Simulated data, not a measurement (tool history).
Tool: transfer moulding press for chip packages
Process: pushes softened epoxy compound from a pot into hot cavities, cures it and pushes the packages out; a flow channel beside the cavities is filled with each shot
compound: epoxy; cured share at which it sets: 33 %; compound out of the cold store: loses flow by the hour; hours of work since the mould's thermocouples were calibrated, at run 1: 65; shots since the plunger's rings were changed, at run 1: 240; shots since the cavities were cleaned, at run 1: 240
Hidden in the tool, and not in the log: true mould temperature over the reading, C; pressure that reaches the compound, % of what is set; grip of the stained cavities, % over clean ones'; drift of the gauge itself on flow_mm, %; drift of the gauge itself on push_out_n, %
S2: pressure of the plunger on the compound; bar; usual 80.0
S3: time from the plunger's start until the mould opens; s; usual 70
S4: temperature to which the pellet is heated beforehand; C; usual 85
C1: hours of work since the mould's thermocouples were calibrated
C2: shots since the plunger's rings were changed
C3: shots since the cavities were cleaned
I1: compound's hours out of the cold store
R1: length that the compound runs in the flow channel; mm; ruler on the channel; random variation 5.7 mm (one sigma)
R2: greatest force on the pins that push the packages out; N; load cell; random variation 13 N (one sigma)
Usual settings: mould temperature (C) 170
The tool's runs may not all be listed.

Run 1, hour 0.0: usual settings; C1 65; C2 240; C3 240; I1 27.0. Result: R1 927 mm, R2 758 N.
At hour 39.6: cavities cleaned with cleaning compound and waxed.
Run 2, hour 39.6: usual settings; C1 81; C2 573; C3 0; I1 23.8. Result: R1 936 mm, R2 622 N.
Run 3, hour 68.0: usual settings but S2 86.5 bar; C1 92; C2 821; C3 248; I1 28.2. Result: R1 960 mm, R2 784 N.
Run 4, hour 89.3: usual settings but S2 86.5 bar; C1 101; C2 1007; C3 434; I1 46.5. Result: R1 914 mm, R2 842 N.
At hour 108.7: cavities cleaned with cleaning compound and waxed.
Run 5, hour 119.2: usual settings but S2 86.5 bar; C1 113; C2 1255; C3 91; I1 13.9. Result: R1 1009 mm, R2 713 N.
Run 6, hour 140.7: usual settings but S2 86.5 bar; C1 122; C2 1444; C3 280; I1 21.9. Result: R1 967 mm, R2 787 N.
At hour 175.7: cavities cleaned with cleaning compound and waxed.
Run 7, hour 175.7: usual settings but S2 75.3 bar; C1 135; C2 1736; C3 0; I1 21.8. Result: R1 905 mm, R2 586 N.
Run 8, hour 193.0: usual settings; C1 143; C2 1888; C3 152; I1 20.5. Result: R1 940 mm, R2 723 N.
Run 9, hour 221.4: usual settings; C1 154; C2 2136; C3 400; I1 25.7. Result: R1 917 mm, R2 835 N.
At hour 242.0: cavities cleaned with cleaning compound and waxed.
Run 10, hour 242.0: usual settings but S3 103 s; C1 162; C2 2303; C3 0; I1 21.9. Result: R1 940 mm, R2 397 N.
Run 11, hour 263.1: usual settings but S3 103 s; C1 171; C2 2488; C3 185; I1 36.9. Result: R1 881 mm, R2 516 N.
Run 12, hour 286.4: usual settings but S3 103 s; C1 181; C2 2691; C3 388; I1 44.6. Result: R1 852 mm, R2 571 N.
At hour 308.5: cavities cleaned with cleaning compound and waxed.
Run 13, hour 310.4: usual settings but S3 58 s; C1 190; C2 2889; C3 17; I1 39.1. Result: R1 881 mm, R2 935 N.
Run 14, hour 342.8: usual settings; C1 203; C2 3172; C3 300; I1 37.9. Result: R1 881 mm, R2 786 N.
Run 15, hour 373.3: usual settings but mould temperature (C) 173, S2 60.1 bar, S3 62 s, S4 93 C; C1 216; C2 3438; C3 566; I1 34.1. Result: R1 757 mm, R2 948 N.
At hour 378.1: cavities cleaned with cleaning compound and waxed.
Run 16, hour 401.3: usual settings but mould temperature (C) 178, S3 110 s; C1 227; C2 3670; C3 203; I1 23.4. Result: R1 899 mm, R2 513 N.
Run 17, hour 429.7: usual settings but mould temperature (C) 178, S3 110 s; C1 239; C2 3918; C3 451; I1 20.6. Result: R1 894 mm, R2 598 N.
At hour 446.1: cavities cleaned with cleaning compound and waxed.
Run 18, hour 467.0: usual settings but mould temperature (C) 163, S2 84.0 bar, S3 52 s; C1 253; C2 4231; C3 182; I1 10.6. Result: R1 983 mm, R2 2237 N.
Run 19, hour 494.5: usual settings but mould temperature (C) 177, S4 93 C; C1 265; C2 4472; C3 423; I1 8.9. Result: R1 929 mm, R2 644 N.
At hour 514.4: cavities cleaned with cleaning compound and waxed.
Run 20, hour 529.9: usual settings but mould temperature (C) 169, S3 78 s, S4 93 C; C1 279; C2 4768; C3 135; I1 29.3. Result: R1 892 mm, R2 549 N.
Run 21, hour 551.3: usual settings but S3 53 s; C1 287; C2 4956; C3 323; I1 45.9. Result: R1 835 mm, R2 1451 N.
At hour 569.3: plunger's sealing rings changed.
Run 22, hour 571.2: usual settings but S3 55 s; C1 295; C2 16; C3 475; I1 14.7. Result: R1 971 mm, R2 1623 N.
At hour 583.6: cavities cleaned with cleaning compound and waxed.
Run 23, hour 604.3: usual settings but S3 55 s; C1 308; C2 292; C3 181; I1 11.2. Result: R1 983 mm, R2 1378 N.
Run 24, hour 627.5: usual settings but S3 55 s; C1 317; C2 495; C3 384; I1 13.3. Result: R1 968 mm, R2 1632 N.
At hour 650.5: cavities cleaned with cleaning compound and waxed.
Run 25, hour 661.2: usual settings but S2 71.9 bar, S4 93 C; C1 331; C2 776; C3 93; I1 41.2. Result: R1 834 mm, R2 603 N.
Run 26, hour 681.7: usual settings but S2 71.9 bar, S4 93 C; C1 339; C2 956; C3 273; I1 46.9. Result: R1 822 mm, R2 719 N.
Run 27, hour 711.8: usual settings but S2 71.9 bar, S4 93 C; C1 351; C2 1219; C3 536; I1 43.6. Result: R1 829 mm, R2 859 N.

How the hidden state differs across the entries between the runs, from the last listed run before each to the first after it:
Between runs 1 and 2: cavities cleaned with cleaning compound and waxed (hour 39.6)
  true mould temperature over the reading, C: 0.03 -> 0.06; pressure that reaches the compound, % of what is set: 99 -> 98.32; grip of the stained cavities, % over clean ones': 32 -> 3.7
  measured less the result without the state, R1: -5 -> -8 mm; R2: +183 -> +20 N
Between runs 4 and 5: cavities cleaned with cleaning compound and waxed (hour 108.7)
  true mould temperature over the reading, C: 0.08 -> 0.1; pressure that reaches the compound, % of what is set: 97.5 -> 97.01; grip of the stained cavities, % over clean ones': 50.3 -> 14.3
  measured less the result without the state, R1: -12 -> -15 mm; R2: +278 -> +84 N
Between runs 6 and 7: cavities cleaned with cleaning compound and waxed (hour 175.7)
  true mould temperature over the reading, C: 0.11 -> 0.13; pressure that reaches the compound, % of what is set: 96.6 -> 96.05; grip of the stained cavities, % over clean ones': 34.8 -> 1.4
  measured less the result without the state, R1: -17 -> -18 mm; R2: +199 -> +4 N
Between runs 9 and 10: cavities cleaned with cleaning compound and waxed (hour 242.0)
  true mould temperature over the reading, C: 0.15 -> 0.17; pressure that reaches the compound, % of what is set: 95.31 -> 95.03; grip of the stained cavities, % over clean ones': 47.6 -> 1.5
  measured less the result without the state, R1: -22 -> -24 mm; R2: +265 -> +5 N
Between runs 12 and 13: cavities cleaned with cleaning compound and waxed (hour 308.5)
  true mould temperature over the reading, C: 0.19 -> 0.2; pressure that reaches the compound, % of what is set: 94.29 -> 93.96; grip of the stained cavities, % over clean ones': 45 -> 4.2
  measured less the result without the state, R1: -26 -> -28 mm; R2: +178 -> +26 N
Between runs 15 and 16: cavities cleaned with cleaning compound and waxed (hour 378.1)
  true mould temperature over the reading, C: 0.24 -> 0.26; pressure that reaches the compound, % of what is set: 92.9 -> 92.43; grip of the stained cavities, % over clean ones': 59.2 -> 26.5
  measured less the result without the state, R1: -28 -> -36 mm; R2: +346 -> +107 N
Between runs 17 and 18: cavities cleaned with cleaning compound and waxed (hour 446.1)
  true mould temperature over the reading, C: 0.27 -> 0.29; pressure that reaches the compound, % of what is set: 91.95 -> 91.37; grip of the stained cavities, % over clean ones': 49.5 -> 26.6
  measured less the result without the state, R1: -39 -> -47 mm; R2: +200 -> +452 N
Between runs 19 and 20: cavities cleaned with cleaning compound and waxed (hour 514.4)
  true mould temperature over the reading, C: 0.31 -> 0.32; pressure that reaches the compound, % of what is set: 90.93 -> 90.33; grip of the stained cavities, % over clean ones': 50.5 -> 17.6
  measured less the result without the state, R1: -46 -> -47 mm; R2: +212 -> +77 N
Between runs 21 and 22: plunger's sealing rings changed (hour 569.3)
  true mould temperature over the reading, C: 0.34 -> 0.35; pressure that reaches the compound, % of what is set: 89.96 -> 99.96; grip of the stained cavities, % over clean ones': 37 -> 51.4
  measured less the result without the state, R1: -46 -> -1 mm; R2: +371 -> +527 N
Between runs 22 and 23: cavities cleaned with cleaning compound and waxed (hour 583.6)
  true mould temperature over the reading, C: 0.35 -> 0.36; pressure that reaches the compound, % of what is set: 99.96 -> 99.42; grip of the stained cavities, % over clean ones': 51.4 -> 24.5
  measured less the result without the state, R1: -1 -> -4 mm; R2: +527 -> +247 N
Between runs 24 and 25: cavities cleaned with cleaning compound and waxed (hour 650.5)
  true mould temperature over the reading, C: 0.38 -> 0.39; pressure that reaches the compound, % of what is set: 99.06 -> 98.52; grip of the stained cavities, % over clean ones': 43.2 -> 12.4
  measured less the result without the state, R1: -6 -> -7 mm; R2: +466 -> +56 N

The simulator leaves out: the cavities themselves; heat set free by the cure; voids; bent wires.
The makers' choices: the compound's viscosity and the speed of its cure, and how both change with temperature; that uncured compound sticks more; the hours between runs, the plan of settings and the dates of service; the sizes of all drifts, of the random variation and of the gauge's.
